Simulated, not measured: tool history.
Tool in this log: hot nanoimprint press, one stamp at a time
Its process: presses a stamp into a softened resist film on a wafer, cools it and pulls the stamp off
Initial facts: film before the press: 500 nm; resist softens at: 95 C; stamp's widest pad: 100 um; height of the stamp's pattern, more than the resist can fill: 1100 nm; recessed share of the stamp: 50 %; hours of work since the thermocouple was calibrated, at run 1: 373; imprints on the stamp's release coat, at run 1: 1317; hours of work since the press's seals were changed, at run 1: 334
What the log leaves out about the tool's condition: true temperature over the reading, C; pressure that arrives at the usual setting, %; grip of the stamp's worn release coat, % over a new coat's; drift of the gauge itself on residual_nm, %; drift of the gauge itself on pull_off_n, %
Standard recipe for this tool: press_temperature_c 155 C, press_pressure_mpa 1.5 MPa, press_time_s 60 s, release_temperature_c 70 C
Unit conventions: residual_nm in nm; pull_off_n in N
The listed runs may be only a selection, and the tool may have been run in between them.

| run | day | press_temperature_c | press_pressure_mpa | press_time_s | release_temperature_c | hours of work since the thermocouple was calibrated | imprints on the stamp's release coat | hours of work since the press's seals were changed | residual_nm | pull_off_n |
|---|---|---|---|---|---|---|---|---|---|---|
| 1 | 0 | 155 | 1.5 | 60 | 70 | 373 | 1317 | 334 | 195.4 | 235 |
| 2 | 2.488 | 155 | 1.25 | 60 | 70 | 402 | 1531 | 363 | 213.5 | 253 |
| 3 | 3.575 | 155 | 1.25 | 60 | 70 | 414 | 1625 | 375 | 212.6 | 259 |
|  | 4.688 | stamp cleaned and given a new release coat |
| 4 | 5.717 | 155 | 1.25 | 60 | 70 | 436 | 89 | 397 | 211.4 | 190 |
| 5 | 6.858 | 155 | 1.25 | 60 | 70 | 450 | 187 | 411 | 212.3 | 201 |
| 6 | 8.042 | 155 | 1.25 | 60 | 70 | 463 | 289 | 424 | 211.1 | 192 |
| 7 | 10.621 | 155 | 1.25 | 60 | 70 | 493 | 511 | 454 | 213.8 | 208 |
| 8 | 11.954 | 155 | 1.5 | 60 | 70 | 508 | 625 | 469 | 192.3 | 217 |
|  | 12.842 | plate thermocouple calibrated |
| 9 | 13.45 | 155 | 1.68 | 60 | 70 | 7 | 743 | 485 | 196.3 | 219 |
| 10 | 16.096 | 155 | 1.68 | 60 | 70 | 38 | 971 | 516 | 197.7 | 222 |
| 11 | 17.279 | 155 | 1.68 | 60 | 66 | 51 | 1073 | 530 | 195.3 | 253 |
|  | 17.817 | press's hydraulic seals changed and the load cell set to zero |
| 12 | 18.688 | 155 | 1.68 | 60 | 66 | 64 | 1165 | 10 | 189.7 | 233 |
| 13 | 20.321 | 155 | 1.5 | 60 | 70 | 83 | 1306 | 29 | 204.9 | 253 |
| 14 | 21.879 | 155 | 1.5 | 60 | 70 | 101 | 1440 | 47 | 207.3 | 249 |
| 15 | 24.496 | 155 | 1.5 | 60 | 70 | 131 | 1665 | 77 | 203.9 | 270 |
|  | 25.279 | stamp cleaned and given a new release coat |
| 16 | 26.704 | 162 | 1.5 | 50 | 70 | 154 | 123 | 100 | 165.9 | 196 |
| 17 | 29.25 | 162 | 1.5 | 50 | 70 | 183 | 342 | 129 | 166.6 | 200 |
| 18 | 31.096 | 165 | 1.4 | 93 | 70 | 204 | 500 | 151 | 122.1 | 212 |
| 19 | 32.558 | 155 | 1.5 | 35 | 68 | 221 | 626 | 168 | 241.2 | 214 |
| 20 | 34.212 | 147 | 1.5 | 35 | 71 | 240 | 769 | 187 | 319.4 | 221 |
| 21 | 36.112 | 144 | 1.91 | 41 | 78 | 262 | 932 | 209 | 305.2 | 208 |
| 22 | 37.833 | 149 | 1.5 | 60 | 70 | 282 | 1081 | 229 | 252.6 | 228 |
| 23 | 40.371 | 149 | 1.5 | 60 | 70 | 312 | 1299 | 258 | 251.7 | 252 |
| 24 | 42.221 | 149 | 1.5 | 60 | 70 | 333 | 1458 | 279 | 250.1 | 262 |

Expected results for the next run?
| 25 | 43.458 | 155 | 1.5 | 60 | 64 | 347 | 1564 | 294 | ? | ? |

residual_nm: 196.9 nm
pull_off_n: 279 N
The same run, on a tool lacking any hidden state, would have yielded residual_nm 208.1 nm, pull_off_n 210 N.

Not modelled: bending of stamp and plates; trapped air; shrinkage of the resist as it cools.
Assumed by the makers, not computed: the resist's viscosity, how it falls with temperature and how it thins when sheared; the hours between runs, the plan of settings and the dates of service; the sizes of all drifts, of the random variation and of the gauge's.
